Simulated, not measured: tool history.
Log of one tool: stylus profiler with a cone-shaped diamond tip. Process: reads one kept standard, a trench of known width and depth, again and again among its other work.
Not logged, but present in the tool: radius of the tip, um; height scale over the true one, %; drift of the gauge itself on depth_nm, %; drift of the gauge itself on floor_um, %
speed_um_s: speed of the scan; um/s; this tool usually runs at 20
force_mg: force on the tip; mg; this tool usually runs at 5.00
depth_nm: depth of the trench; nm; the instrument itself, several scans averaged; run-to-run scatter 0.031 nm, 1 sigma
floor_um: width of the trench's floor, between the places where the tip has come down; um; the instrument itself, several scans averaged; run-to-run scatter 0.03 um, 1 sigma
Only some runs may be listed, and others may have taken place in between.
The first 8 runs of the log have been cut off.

| run | hour | speed_um_s | force_mg | scans with this tip | hours of work since the height scale was calibrated | depth_nm | floor_um |
|---|---|---|---|---|---|---|---|
| 9 | 140.6 | 20 | 5.00 | 2131 | 227 | 102.34 | 97.73 |
| 10 | 151.1 | 20 | 5.00 | 2187 | 233 | 102.38 | 97.67 |
| 11 | 161.3 | 20 | 5.00 | 2242 | 239 | 102.39 | 97.69 |
| 12 | 180.7 | 20 | 3.97 | 2347 | 250 | 101.98 | 97.67 |
| 13 | 195.0 | 25 | 3.97 | 2423 | 258 | 102.02 | 97.65 |
| 14 | 213.0 | 20 | 14.73 | 2520 | 269 | 104.86 | 97.71 |
| 15 | 228.9 | 20 | 14.73 | 2605 | 278 | 104.87 | 97.72 |
| 16 | 245.7 | 20 | 14.73 | 2696 | 287 | 104.86 | 97.66 |
| 17 | 255.8 | 74 | 14.73 | 2750 | 293 | 104.91 | 97.53 |
| 18 | 267.6 | 7 | 5.00 | 2813 | 300 | 102.41 | 97.67 |
| 19 | 285.0 | 9 | 2.74 | 2907 | 310 | 101.55 | 97.64 |
| 20 | 303.2 | 9 | 2.74 | 3005 | 320 | 101.55 | 97.65 |
| 21 | 317.8 | 66 | 1.91 | 3083 | 328 | 101.12 | 97.28 |
| 22 | 327.9 | 8 | 1.91 | 3137 | 334 | 101.14 | 97.66 |
| 23 | 339.7 | 8 | 1.91 | 3201 | 341 | 101.20 | 97.69 |
| 24 | 356.0 | 5 | 14.93 | 3289 | 350 | 104.95 | 97.70 |
| 25 | 370.7 | 13 | 1.72 | 3368 | 359 | 101.13 | 97.60 |
| 26 | 388.8 | 48 | 5.00 | 3465 | 369 | 102.32 | 97.51 |
| 27 | 408.3 | 33 | 5.82 | 3570 | 380 | 102.57 | 97.55 |
| 28 | 419.3 | 39 | 6.27 | 3629 | 387 | 102.69 | 97.53 |
| 29 | 437.6 | 21 | 14.03 | 3727 | 397 | 104.70 | 97.59 |
| 30 | 452.7 | 46 | 10.18 | 3808 | 406 | 103.77 | 97.53 |
| 31 | 461.7 | 18 | 5.00 | 3857 | 411 | 102.30 | 97.65 |
| 32 | 481.5 | 18 | 5.00 | 3963 | 422 | 102.27 | 97.54 |
| 33 | 497.3 | 19 | 5.00 | 4048 | 431 | 102.23 | 97.54 |

The next listed run, before its measurement:
| 34 | 512.3 | 19 | 5.00 | 4129 | 440 | ? | ? |

depth_nm: 102.24 nm
floor_um: 97.51 um
Minus the tool's unlogged condition, the same run would have read depth_nm 102.37 nm, floor_um 97.90 um.
